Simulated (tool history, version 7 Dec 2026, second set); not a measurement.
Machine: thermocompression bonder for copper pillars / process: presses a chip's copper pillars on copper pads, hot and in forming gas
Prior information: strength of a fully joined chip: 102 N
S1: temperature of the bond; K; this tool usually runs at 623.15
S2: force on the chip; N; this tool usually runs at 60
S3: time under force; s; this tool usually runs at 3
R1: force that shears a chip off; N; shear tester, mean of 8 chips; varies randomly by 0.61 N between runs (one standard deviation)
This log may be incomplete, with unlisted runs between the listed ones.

run	hour	S1	S2	S3	R1
1	0.0	623.15	60	3	70.4
2	4.2	623.15	60	3	71.2
3	12.3	623.15	60	3	71.5
4	20.2	623.15	36	3	48.1
5	26.0	623.15	36	3	48.7
6	33.5	623.15	36	3	48.8
7	43.3	623.15	65	3	74.0
8	48.8	623.15	65	3	73.8
9	57.6	623.15	65	3	75.0
10	67.0	623.15	65	3	73.9
11	71.0	623.15	60	3	71.3
12	80.1	623.15	60	3	71.8
13	84.1	598.15	60	3	56.9
14	93.2	623.15	60	3	71.0
15	99.5	623.15	60	3	71.5
16	111.2	630.15	60	3	71.1
17	116.1	630.15	60	3	72.0
18	123.4	623.15	60	3	67.5
19	131.7	623.15	60	3	67.4
20	140.8	623.15	60	2	59.9
21	147.3	597.15	60	2	44.7
22	155.4	598.15	41	5	46.2
23	161.3	632.15	60	4	77.7
24	170.6	632.15	60	4	76.9
25	177.8	599.15	85	4	72.3
26	187.1	599.15	85	4	72.4
27	192.9	599.15	39	4	41.9
28	200.6	628.15	61	2	63.3
29	206.4	628.15	61	2	64.4
30	215.9	626.15	61	5	78.0
31	220.8	625.15	51	3	61.8
32	227.0	610.15	51	9	71.4
33	234.5	627.15	60	8	84.7
34	243.0	624.15	54	7	77.2
35	249.2	624.15	54	7	76.3
36	255.3	611.15	89	2	69.8
37	263.8	647.15	89	2	87.7
38	267.9	627.15	40	2	45.2
39	274.7	596.15	62	3	52.3

Taken out of this log: 2 entries between the listed runs. Where each belongs, and how the hidden state differs across it:
In the gap between runs 11 and 12: heater calibrated with a thermocouple chip (hour 73.9)
  true temperature of the bond over the reading, C: 4.5 -> 6.3; oxide that the forming gas leaves, % of the face: 2.66 -> 2.72
  measured value less the no-hidden-state value, R1: +0.7 -> +1.6 N
In the gap between runs 15 and 16: heater calibrated with a thermocouple chip, once more (hour 105.1)
  true temperature of the bond over the reading, C: 6.4 -> 0.2; force that reaches the chip, % of what is set: 99.2 -> 99.1; oxide that the forming gas leaves, % of the face: 2.89 -> 2.98
  measured value less the no-hidden-state value, R1: +1.6 -> -2.1 N
